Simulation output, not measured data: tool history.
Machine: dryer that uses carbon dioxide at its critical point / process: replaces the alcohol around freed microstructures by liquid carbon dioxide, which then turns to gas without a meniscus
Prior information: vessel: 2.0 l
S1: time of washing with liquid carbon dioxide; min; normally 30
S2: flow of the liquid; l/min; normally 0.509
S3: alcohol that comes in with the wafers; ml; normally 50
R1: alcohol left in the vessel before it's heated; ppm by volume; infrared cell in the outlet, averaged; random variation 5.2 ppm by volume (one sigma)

run 1 hour=0.0 | S1=30 S2=0.509 S3=50 | R1=124
run 2 hour=9.2 | S1=30 S2=0.509 S3=50 | R1=128
run 3 hour=23.5 | S1=30 S2=0.509 S3=50 | R1=142
run 4 hour=34.9 | S1=30 S2=0.509 S3=50 | R1=135
run 5 hour=49.4 | S1=43 S2=0.509 S3=50 | R1=31
run 6 hour=59.9 | S1=43 S2=0.509 S3=50 | R1=26
run 7 hour=73.7 | S1=30 S2=0.509 S3=50 | R1=125
run 8 hour=80.5 | S1=30 S2=0.341 S3=50 | R1=678
run 9 hour=88.5 | S1=30 S2=0.341 S3=50 | R1=678
run 10 hour=100.7 | S1=28 S2=0.341 S3=35 | R1=616
run 11 hour=112.6 | S1=28 S2=0.341 S3=35 | R1=611
run 12 hour=121.1 | S1=28 S2=0.341 S3=35 | R1=628
run 13 hour=128.0 | S1=28 S2=0.341 S3=35 | R1=632
run 14 hour=141.2 | S1=28 S2=0.341 S3=35 | R1=628
run 15 hour=150.8 | S1=28 S2=0.341 S3=35 | R1=608

Selected run-to-run steps in R1, each split into two signed amounts: the part the tool would show with no hidden state at all (from settings, incoming material and random variation), and the remainder, which goes to the hidden state together with any gauge scatter not common to the measured and the hidden-state-free results:
Unlogged tool condition in this case: flow that reaches the vessel past the clogged filter, %; alcohol in the recycled carbon dioxide, ppm; drift of the gauge itself on alcohol_ppm, %.
Run 7 -> 8: S2 0.509 -> 0.341. R1 +553 ppm by volume: hidden state +89, all else +464.
